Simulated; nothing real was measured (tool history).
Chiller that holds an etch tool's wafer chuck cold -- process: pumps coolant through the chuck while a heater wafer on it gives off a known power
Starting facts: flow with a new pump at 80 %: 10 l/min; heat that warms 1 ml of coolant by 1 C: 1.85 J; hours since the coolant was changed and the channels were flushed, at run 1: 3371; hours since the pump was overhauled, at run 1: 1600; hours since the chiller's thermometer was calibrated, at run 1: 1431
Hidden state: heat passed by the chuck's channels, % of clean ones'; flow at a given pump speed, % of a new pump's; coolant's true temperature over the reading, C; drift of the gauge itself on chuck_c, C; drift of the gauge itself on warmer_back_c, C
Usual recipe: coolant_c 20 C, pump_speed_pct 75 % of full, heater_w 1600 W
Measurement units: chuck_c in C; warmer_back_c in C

run    hour  coolant_c  pump_speed_pct  heater_w  hours since the coolant was changed and the channels were flushed  hours since the pump was overhauled  hours since the chiller's thermometer was calibrated  chuck_c  warmer_back_c
  1       0         20              75      1600                                                               3371                                 1600                                                  1431     32.4           5.63
  2      93         20              75      1600                                                               3464                                 1693                                                  1524     32.6           5.69
  3   181.5         10              75      1600                                                               3552                                 1782                                                  1613     22.8           5.71
  4     280         20              89      1600                                                               3651                                 1880                                                  1711     31.5           4.85
  5   356.2         20              89      1600                                                               3727                                 1957                                                  1788     31.1           4.79
  6   457.3         20              89      1600                                                               3828                                 2058                                                  1889     31.3           4.87
  7   554.1         20              89      1600                                                               3925                                 2154                                                  1985     31.3           4.82
  8   641.5         11              75      1600                                                               4012                                 2242                                                  2073     23.8           5.77
  9   723.8         11              75      1600                                                               4095                                 2324                                                  2155     23.8            5.8
 10   776.5         11              75      1600                                                               4147                                 2377                                                  2208       24           5.78
 11   821.6         11              75      1600                                                               4192                                 2422                                                  2253     24.1           5.77
 12   896.5         20              71      1600                                                               4267                                 2497                                                  2328     33.7           6.06
 13   993.2         20              75      1600                                                               4364                                 2594                                                  2425       33            5.8
 14  1054.2         20              75      1600                                                               4425                                 2655                                                  2486     33.3           5.79
 15  1146.5         20              75      1600                                                               4517                                 2747                                                  2578     33.2           5.82
 16  1196.5         20              75      1600                                                               4567                                 2797                                                  2628     33.2            5.8
 17  1248.6         26              90       896                                                               4619                                 2849                                                  2680     32.5           2.83
 18  1338.3         20              86      1972                                                               4709                                 2939                                                  2770     34.7           6.22
 19  1417.8         11              99      1051                                                               4789                                 3018                                                  2849     18.2           2.93
 20  1511.7         25              75       848                                                               4882                                 3112                                                  2943       32           3.12
 21  1592.7         25              71      1871                                                               4963                                 3193                                                  3024     41.1           7.17
 22  1675.2         25              71      1871                                                               5046                                 3276                                                  3107     41.3            7.2
 23  1724.1         25              71      1871                                                               5095                                 3325                                                  3156     41.4           7.27
 24  1813.6         13              76      1021                                                               5184                                 3414                                                  3245     21.7           3.73
 25  1900.9         17              75      1600                                                               5272                                 3501                                                  3332     30.8           5.95
 26  1953.6         15              75      2007                                                               5324                                 3554                                                  3385     32.1           7.35
 27  2009.6         15              75      2007                                                               5380                                 3610                                                  3441       32           7.34
 28  2068.2         11              71      1293                                                               5439                                 3669                                                  3500     22.7           5.04
 29  2169.9         22              95      2252                                                               5541                                 3770                                                  3601     38.2           6.59
 30  2224.4         24              67      2009                                                               5595                                 3825                                                  3656     42.8           8.31
 31  2296.1         29              94      2367                                                               5667                                 3896                                                  3727     46.3           7.03
 32  2348.6         20              75      1473                                                               5719                                 3949                                                  3780     32.8           5.39

Branching from run 32: 4 alternative next runs. What would each branch give?
  A  2394.1         29              94      1473                                                               5765                                 3994                                                  3825        ?              ?
  B  2394.1         14              75      1600                                                               5765                                 3994                                                  3825        ?              ?
  C  2394.1         22              71      2285                                                               5765                                 3994                                                  3825        ?              ?
  D  2394.1         29              62      1052                                                               5765                                 3994                                                  3825        ?              ?

run  chuck_c  warmer_back_c
  A     39.9           4.36
  B     27.8           5.92
  C     42.6           8.95
  D     39.6           4.64
Had the tool no hidden state, the same runs would have come out as:
run  chuck_c  warmer_back_c
  A     37.9           4.09
  B     25.4           5.54
  C     39.1           8.37
  D     37.7           4.34

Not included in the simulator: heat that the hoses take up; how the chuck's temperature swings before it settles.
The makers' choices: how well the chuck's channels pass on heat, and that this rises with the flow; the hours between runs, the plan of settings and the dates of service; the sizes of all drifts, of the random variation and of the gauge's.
